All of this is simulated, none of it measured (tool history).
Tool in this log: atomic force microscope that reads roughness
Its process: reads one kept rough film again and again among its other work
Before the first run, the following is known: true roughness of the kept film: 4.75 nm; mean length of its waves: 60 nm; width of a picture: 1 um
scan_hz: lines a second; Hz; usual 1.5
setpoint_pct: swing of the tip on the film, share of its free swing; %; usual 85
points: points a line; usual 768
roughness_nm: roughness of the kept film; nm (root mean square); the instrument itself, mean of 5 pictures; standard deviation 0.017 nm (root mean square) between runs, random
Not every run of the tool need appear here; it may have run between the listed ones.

Run 1, hour 0: usual settings. Result: roughness_nm 3.832 nm (root mean square).
Run 2, hour 10.5: usual settings. Result: roughness_nm 3.778 nm (root mean square).
At hour 19.9: new tip fitted.
Run 3, hour 21.5: usual settings. Result: roughness_nm 4.217 nm (root mean square).
Run 4, hour 37.2: usual settings but setpoint_pct 72 %. Result: roughness_nm 4.274 nm (root mean square).
Run 5, hour 53.8: usual settings but scan_hz 0.61 Hz. Result: roughness_nm 4.238 nm (root mean square).
Run 6, hour 70.7: usual settings but scan_hz 0.61 Hz. Result: roughness_nm 4.154 nm (root mean square).
Run 7, hour 80.9: usual settings. Result: roughness_nm 3.931 nm (root mean square).
Run 8, hour 88.9: usual settings. Result: roughness_nm 3.911 nm (root mean square).
Run 9, hour 102.6: usual settings. Result: roughness_nm 3.856 nm (root mean square).
Run 10, hour 112.3: usual settings but scan_hz 0.54 Hz, setpoint_pct 72 %, points 439. Result: roughness_nm 4.006 nm (root mean square).
At hour 121: new tip fitted.
Run 11, hour 125: usual settings but scan_hz 3.82 Hz, setpoint_pct 68 %, points 312. Result: roughness_nm 4.136 nm (root mean square).
Run 12, hour 133.5: usual settings but scan_hz 3.82 Hz, setpoint_pct 68 %, points 312. Result: roughness_nm 4.107 nm (root mean square).
Run 13, hour 148.5: usual settings but scan_hz 2.38 Hz, setpoint_pct 79 %, points 270. Result: roughness_nm 3.984 nm (root mean square).
Run 14, hour 155.7: usual settings but scan_hz 1.57 Hz, setpoint_pct 61 %. Result: roughness_nm 4.248 nm (root mean square).
Run 15, hour 166.4: usual settings but scan_hz 2.99 Hz, setpoint_pct 71 %, points 308. Result: roughness_nm 3.973 nm (root mean square).
Run 16, hour 177.8: usual settings but scan_hz 2.99 Hz, setpoint_pct 76 %, points 308. Result: roughness_nm 3.855 nm (root mean square).
Run 17, hour 194.3: usual settings but scan_hz 0.99 Hz, setpoint_pct 74 %, points 391. Result: roughness_nm 3.997 nm (root mean square).
Run 18, hour 205: usual settings but scan_hz 0.86 Hz, setpoint_pct 70 %, points 956. Result: roughness_nm 4.005 nm (root mean square).

Alternative continuations, all from the tool just after run 18; predict every row:
Run A, hour 216.7: usual settings but scan_hz 1.29 Hz, setpoint_pct 82 %, points 370. Result: roughness_nm ?.
Run B, hour 216.7: usual settings but scan_hz 1.14 Hz, setpoint_pct 79 %, points 956. Result: roughness_nm ?.
Run C, hour 216.7: usual settings but scan_hz 0.71 Hz, setpoint_pct 79 %, points 956. Result: roughness_nm ?.
Run D, hour 216.7: usual settings but scan_hz 0.86 Hz, setpoint_pct 70 %, points 396. Result: roughness_nm ?.
Run E, hour 216.7: usual settings but scan_hz 0.64 Hz, setpoint_pct 90 %, points 415. Result: roughness_nm ?.

run  roughness_nm
  A         3.825
  B         3.868
  C         3.919
  D         3.965
  E         3.888
What these runs would have given with no unlogged condition in the tool:
run  roughness_nm
  A         4.273
  B         4.321
  C         4.377
  D          4.43
  E         4.343

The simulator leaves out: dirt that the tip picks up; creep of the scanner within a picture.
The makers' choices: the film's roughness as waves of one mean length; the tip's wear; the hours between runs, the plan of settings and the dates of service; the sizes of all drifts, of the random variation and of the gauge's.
